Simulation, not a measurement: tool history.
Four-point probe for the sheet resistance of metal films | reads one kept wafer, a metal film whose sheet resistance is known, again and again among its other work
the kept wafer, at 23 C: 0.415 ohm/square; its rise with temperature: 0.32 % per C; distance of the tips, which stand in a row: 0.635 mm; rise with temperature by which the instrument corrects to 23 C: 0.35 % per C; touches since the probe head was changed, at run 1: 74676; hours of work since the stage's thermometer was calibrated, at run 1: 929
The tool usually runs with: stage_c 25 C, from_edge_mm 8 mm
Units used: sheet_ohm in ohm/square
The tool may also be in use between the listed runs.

run   hour  stage_c  from_edge_mm  touches since the probe head was changed  hours of work since the stage's thermometer was calibrated  sheet_ohm
  1      0       25             8                                     74676                                                         929   0.421105
  2   48.2       25             8                                     76149                                                         953   0.421249
  3   70.7       25             8                                     76836                                                         965   0.421227
  4   95.5       25             8                                     77592                                                         977   0.421329
  5  135.8       25             8                                     78824                                                         998   0.421607
  6  171.3       25             8                                     79909                                                        1016   0.421453
  7  211.3       25             8                                     81131                                                        1036   0.421675
  8  256.9       25             8                                     82522                                                        1060   0.421559
  9  281.5       25            28                                     83275                                                        1072   0.420411
 10  325.6       25            28                                     84620                                                        1095   0.420473
 11  368.1       25            28                                     85918                                                        1116   0.420556
 12  414.4       25             8                                     87332                                                        1140   0.421944
 13  441.6       25             8                                     88164                                                        1154   0.421935
 14  472.3       23            41                                     89102                                                        1170   0.420929
 15  508.9       27             5                                     90219                                                        1188    0.42418
 16  542.5       27             5                                     91245                                                        1205   0.424285
 17  571.8       27             5                                     92140                                                        1220   0.424302
 18  606.7       28            54                                     93207                                                        1238   0.420774
 19  639.4       33             4                                     94205                                                        1255   0.425712
     648.2  -- new probe head fitted
 20  668.6       26             6                                       623                                                        1269   0.416596
 21  717.2       26             6                                      2108                                                        1294   0.416463
 22  749.5       23            31                                      3096                                                        1310    0.41436
 23  780.7       23            31                                      4048                                                        1326   0.414613
 24  819.9       21             3                                      5244                                                        1346   0.424549
 25  862.2       20            14                                      6535                                                        1368   0.415553
 26  898.7       20            14                                      7653                                                        1387   0.415387

How the hidden state differs across the entries between the runs, from the last listed run before each to the first after it:
Between runs 19 and 20: new probe head fitted (hour 648.2)
  inner tips' distance over the nominal, %: 1.407 -> -0.131; tips' flats over new ones', %: 91 -> 1; wafer's true temperature over the reading, C: -0.11 -> -0.12
  measured minus no-state result, sheet_ohm: +0.006238 -> -0.000745 ohm/square
